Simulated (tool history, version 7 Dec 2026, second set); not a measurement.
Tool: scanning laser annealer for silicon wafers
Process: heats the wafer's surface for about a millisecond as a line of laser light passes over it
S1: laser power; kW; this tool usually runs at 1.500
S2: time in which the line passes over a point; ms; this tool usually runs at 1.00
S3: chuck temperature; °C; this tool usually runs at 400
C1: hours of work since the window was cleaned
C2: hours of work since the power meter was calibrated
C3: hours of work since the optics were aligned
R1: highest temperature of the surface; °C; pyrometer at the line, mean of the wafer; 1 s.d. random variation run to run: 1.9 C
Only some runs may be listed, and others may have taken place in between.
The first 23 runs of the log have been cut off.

run 24 day=34.783 | S1=1.323 S2=0.77 S3=433 | C1=105 C2=1210 C3=582 | R1=1022
run 25 day=36.296 | S1=1.620 S2=0.71 S3=400 | C1=123 C2=1228 C3=600 | R1=1104
run 26 day=38.254 | S1=1.620 S2=0.71 S3=400 | C1=146 C2=1251 C3=623 | R1=1105
run 27 day=40.396 | S1=1.620 S2=0.71 S3=400 | C1=171 C2=1276 C3=648 | R1=1100
run 28 day=41.629 | S1=1.297 S2=0.98 S3=429 | C1=186 C2=1290 C3=662 | R1=1084
run 29 day=42.671 | S1=1.382 S2=1.00 S3=437 | C1=198 C2=1302 C3=675 | R1=1146
run 30 day=44.796 | S1=1.344 S2=0.85 S3=400 | C1=223 C2=1327 C3=700 | R1=1027
run 31 day=46.529 | S1=1.500 S2=1.13 S3=400 | C1=243 C2=1348 C3=720 | R1=1230
run 32 day=47.958 | S1=1.502 S2=0.85 S3=382 | C1=260 C2=1364 C3=737 | R1=1091
run 33 day=49.288 | S1=1.502 S2=0.86 S3=382 | C1=275 C2=1380 C3=752 | R1=1094
run 34 day=50.404 | S1=1.500 S2=1.00 S3=423 | C1=288 C2=1393 C3=765 | R1=1198
-- day=51.471 optics aligned, line set to its width
run 35 day=52.146 | S1=1.315 S2=1.13 S3=400 | C1=306 C2=1411 C3=8 | R1=1132
run 36 day=54.162 | S1=1.315 S2=1.13 S3=400 | C1=330 C2=1435 C3=32 | R1=1124
run 37 day=55.400 | S1=1.505 S2=0.77 S3=367 | C1=344 C2=1449 C3=46 | R1=1048
run 38 day=56.396 | S1=1.505 S2=0.77 S3=367 | C1=356 C2=1461 C3=58 | R1=1046
run 39 day=58.408 | S1=1.505 S2=0.77 S3=367 | C1=380 C2=1484 C3=81 | R1=1042
run 40 day=59.967 | S1=1.505 S2=0.77 S3=367 | C1=398 C2=1503 C3=100 | R1=1043
run 41 day=62.167 | S1=1.505 S2=0.77 S3=367 | C1=424 C2=1528 C3=125 | R1=1042

4 ways to go on from here, each from the tool as it stands after run 41. What would each give?
run A day=64.000 | S1=1.444 S2=0.78 S3=367 | C1=445 C2=1550 C3=147 | R1=?
run B day=64.000 | S1=1.505 S2=0.77 S3=383 | C1=445 C2=1550 C3=147 | R1=?
run C day=64.000 | S1=1.400 S2=1.18 S3=426 | C1=445 C2=1550 C3=147 | R1=?
run D day=64.000 | S1=1.500 S2=1.00 S3=381 | C1=445 C2=1550 C3=147 | R1=?

run=A R1=1013
run=B R1=1059
run=C R1=1215
run=D R1=1159
The same runs, with their run-to-run variation unchanged, on a tool lacking any hidden condition would have given:
run=A R1=1042
run=B R1=1089
run=C R1=1250
run=D R1=1193
